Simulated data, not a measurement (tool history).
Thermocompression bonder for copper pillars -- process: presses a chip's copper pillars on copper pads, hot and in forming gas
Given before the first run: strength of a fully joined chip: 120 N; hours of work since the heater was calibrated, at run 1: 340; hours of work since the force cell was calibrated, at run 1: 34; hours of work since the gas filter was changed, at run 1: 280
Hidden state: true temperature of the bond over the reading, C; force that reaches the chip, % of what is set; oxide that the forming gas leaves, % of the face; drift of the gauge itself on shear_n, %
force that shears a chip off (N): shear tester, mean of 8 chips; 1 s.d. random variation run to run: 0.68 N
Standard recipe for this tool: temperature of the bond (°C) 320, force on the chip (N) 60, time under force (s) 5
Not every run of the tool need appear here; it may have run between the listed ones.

| run | day | temperature of the bond (°C) | force on the chip (N) | time under force (s) | hours of work since the heater was calibrated | hours of work since the force cell was calibrated | hours of work since the gas filter was changed | force that shears a chip off (N) |
|---|---|---|---|---|---|---|---|---|
| 1 | 0.000 | 320 | 60 | 5 | 340 | 34 | 280 | 49.3 |
| 2 | 0.879 | 321 | 60 | 5 | 349 | 43 | 289 | 49.2 |
| 3 | 1.592 | 321 | 60 | 5 | 356 | 50 | 296 | 51.2 |
| 4 | 2.167 | 321 | 60 | 5 | 362 | 55 | 302 | 51.2 |
| 5 | 2.879 | 321 | 60 | 5 | 369 | 62 | 309 | 51.6 |
| 6 | 3.546 | 320 | 60 | 5 | 376 | 69 | 315 | 50.9 |
| 7 | 4.300 | 320 | 41 | 5 | 383 | 77 | 323 | 38.8 |
| 8 | 4.925 | 331 | 54 | 11 | 390 | 83 | 329 | 69.1 |
|  | 5.083 | heater calibrated with a thermocouple chip |
| 9 | 5.383 | 299 | 52 | 3 | 3 | 87 | 333 | 29.1 |
| 10 | 6.096 | 299 | 52 | 3 | 10 | 94 | 340 | 29.6 |
| 11 | 6.517 | 299 | 48 | 3 | 14 | 98 | 344 | 27.8 |
| 12 | 7.162 | 299 | 37 | 3 | 21 | 105 | 351 | 23.0 |
| 13 | 7.921 | 299 | 37 | 3 | 28 | 112 | 358 | 22.1 |

Predict each of these 3 candidate next runs independently; none follows another, all start after run 13:
| A | 8.308 | 320 | 49 | 13 | 32 | 116 | 362 | ? |
| B | 8.308 | 299 | 37 | 5 | 32 | 116 | 362 | ? |
| C | 8.308 | 322 | 81 | 3 | 32 | 116 | 362 | ? |

| run | force that shears a chip off (N) |
|---|---|
| A | 63.7 |
| B | 28.7 |
| C | 52.8 |
Without the tool's unlogged condition, the same runs would have read:
| run | force that shears a chip off (N) |
|---|---|
| A | 58.0 |
| B | 25.0 |
| C | 47.5 |
